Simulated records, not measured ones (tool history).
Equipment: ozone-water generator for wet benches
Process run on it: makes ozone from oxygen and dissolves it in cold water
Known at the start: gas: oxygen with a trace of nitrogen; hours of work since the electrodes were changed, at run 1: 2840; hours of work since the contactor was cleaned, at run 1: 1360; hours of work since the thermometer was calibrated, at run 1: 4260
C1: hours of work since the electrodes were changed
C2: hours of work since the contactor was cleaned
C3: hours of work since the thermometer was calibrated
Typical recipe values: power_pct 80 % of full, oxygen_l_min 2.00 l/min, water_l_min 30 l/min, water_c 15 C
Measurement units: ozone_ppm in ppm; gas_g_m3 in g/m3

Run 1, hour 0.0: usual settings; C1 2840; C2 1360; C3 4260. Result: ozone_ppm 9.9 ppm, gas_g_m3 210.3 g/m3.
At hour 54.9: water thermometer calibrated.
Run 2, hour 127.2: usual settings; C1 2952; C2 1471; C3 64. Result: ozone_ppm 9.6 ppm, gas_g_m3 208.4 g/m3.
Run 3, hour 215.4: usual settings; C1 3029; C2 1549; C3 141. Result: ozone_ppm 9.9 ppm, gas_g_m3 211.5 g/m3.
Run 4, hour 325.9: usual settings but water_l_min 39 l/min; C1 3126; C2 1646; C3 238. Result: ozone_ppm 7.6 ppm, gas_g_m3 210.4 g/m3.
Run 5, hour 433.6: usual settings but water_l_min 39 l/min; C1 3221; C2 1741; C3 333. Result: ozone_ppm 7.6 ppm, gas_g_m3 210.1 g/m3.
Run 6, hour 539.4: usual settings but water_l_min 39 l/min; C1 3314; C2 1834; C3 426. Result: ozone_ppm 7.9 ppm, gas_g_m3 209.0 g/m3.
Run 7, hour 726.1: usual settings but water_l_min 39 l/min; C1 3478; C2 1998; C3 590. Result: ozone_ppm 7.7 ppm, gas_g_m3 207.8 g/m3.
Run 8, hour 844.0: usual settings but oxygen_l_min 1.46 l/min; C1 3582; C2 2101; C3 694. Result: ozone_ppm 9.1 ppm, gas_g_m3 247.4 g/m3.
Run 9, hour 966.8: usual settings but oxygen_l_min 1.46 l/min; C1 3690; C2 2209; C3 802. Result: ozone_ppm 9.1 ppm, gas_g_m3 247.1 g/m3.
Run 10, hour 1086.0: usual settings but oxygen_l_min 1.46 l/min; C1 3794; C2 2314; C3 906. Result: ozone_ppm 8.8 ppm, gas_g_m3 247.3 g/m3.
Run 11, hour 1235.7: usual settings but oxygen_l_min 1.46 l/min; C1 3926; C2 2446; C3 1038. Result: ozone_ppm 9.1 ppm, gas_g_m3 245.1 g/m3.
Run 12, hour 1393.4: usual settings but oxygen_l_min 1.46 l/min, water_c 14 C; C1 4065; C2 2584; C3 1177. Result: ozone_ppm 8.9 ppm, gas_g_m3 243.0 g/m3.
Run 13, hour 1547.9: usual settings but water_c 9 C; C1 4200; C2 2720; C3 1312. Result: ozone_ppm 9.9 ppm, gas_g_m3 207.0 g/m3.
Run 14, hour 1659.7: usual settings; C1 4299; C2 2818; C3 1411. Result: ozone_ppm 9.6 ppm, gas_g_m3 204.1 g/m3.
Run 15, hour 1852.5: usual settings but water_c 13 C; C1 4468; C2 2988; C3 1580. Result: ozone_ppm 9.7 ppm, gas_g_m3 204.4 g/m3.
Run 16, hour 2002.1: usual settings but water_c 13 C; C1 4600; C2 3119; C3 1712. Result: ozone_ppm 9.5 ppm, gas_g_m3 203.8 g/m3.
Run 17, hour 2104.7: usual settings but power_pct 94 % of full, water_l_min 46 l/min, water_c 11 C; C1 4690; C2 3209; C3 1802. Result: ozone_ppm 7.5 ppm, gas_g_m3 231.8 g/m3.
Run 18, hour 2205.3: usual settings but power_pct 94 % of full, water_l_min 46 l/min, water_c 11 C; C1 4778; C2 3298; C3 1890. Result: ozone_ppm 7.1 ppm, gas_g_m3 233.5 g/m3.
Run 19, hour 2319.3: usual settings but power_pct 52 % of full, water_l_min 46 l/min, water_c 11 C; C1 4878; C2 3398; C3 1991. Result: ozone_ppm 4.4 ppm, gas_g_m3 140.5 g/m3.
Run 20, hour 2429.2: usual settings but power_pct 78 % of full, oxygen_l_min 1.98 l/min, water_l_min 32 l/min, water_c 19 C; C1 4975; C2 3495; C3 2087. Result: ozone_ppm 8.6 ppm, gas_g_m3 198.2 g/m3.
Run 21, hour 2538.2: usual settings but power_pct 78 % of full, oxygen_l_min 1.98 l/min, water_l_min 32 l/min, water_c 19 C; C1 5071; C2 3591; C3 2183. Result: ozone_ppm 8.7 ppm, gas_g_m3 200.1 g/m3.
Run 22, hour 2725.2: usual settings but oxygen_l_min 1.03 l/min, water_c 14 C; C1 5235; C2 3755; C3 2347. Result: ozone_ppm 7.7 ppm, gas_g_m3 292.6 g/m3.
Run 23, hour 2865.4: usual settings but oxygen_l_min 1.03 l/min, water_c 14 C; C1 5359; C2 3878; C3 2471. Result: ozone_ppm 7.6 ppm, gas_g_m3 292.5 g/m3.
Run 24, hour 3059.3: usual settings but power_pct 53 % of full; C1 5529; C2 4049; C3 2641. Result: ozone_ppm 6.7 ppm, gas_g_m3 140.8 g/m3.
Run 25, hour 3191.5: usual settings but water_c 8 C; C1 5645; C2 4165; C3 2757. Result: ozone_ppm 9.9 ppm, gas_g_m3 201.4 g/m3.
Run 26, hour 3330.8: usual settings but water_c 8 C; C1 5768; C2 4287; C3 2880. Result: ozone_ppm 9.6 ppm, gas_g_m3 200.7 g/m3.
Run 27, hour 3446.9: usual settings but oxygen_l_min 1.08 l/min, water_l_min 28 l/min, water_c 8 C; C1 5870; C2 4389; C3 2982. Result: ozone_ppm 8.5 ppm, gas_g_m3 284.3 g/m3.
Run 28, hour 3572.8: usual settings but oxygen_l_min 1.08 l/min, water_l_min 28 l/min, water_c 8 C; C1 5980; C2 4500; C3 3092. Result: ozone_ppm 8.5 ppm, gas_g_m3 281.4 g/m3.
Run 29, hour 3725.3: usual settings but oxygen_l_min 1.08 l/min, water_l_min 28 l/min, water_c 8 C; C1 6114; C2 4634; C3 3226. Result: ozone_ppm 8.3 ppm, gas_g_m3 279.9 g/m3.
Run 30, hour 3891.7: usual settings but oxygen_l_min 1.27 l/min, water_l_min 44 l/min; C1 6261; C2 4780; C3 3373. Result: ozone_ppm 5.5 ppm, gas_g_m3 256.7 g/m3.
Run 31, hour 4075.2: usual settings but power_pct 71 % of full; C1 6422; C2 4942; C3 3534. Result: ozone_ppm 8.5 ppm, gas_g_m3 179.9 g/m3.

Expected results for the next run?
Run 32, hour 4164.6: usual settings but power_pct 50 % of full, oxygen_l_min 2.89 l/min; C1 6501; C2 5020; C3 3613. Result: ozone_ppm ?, gas_g_m3 ?.

ozone_ppm: 6.7 ppm
gas_g_m3: 109.1 g/m3
The same run, on a tool lacking any hidden state, would have yielded ozone_ppm 7.3 ppm, gas_g_m3 116.3 g/m3.
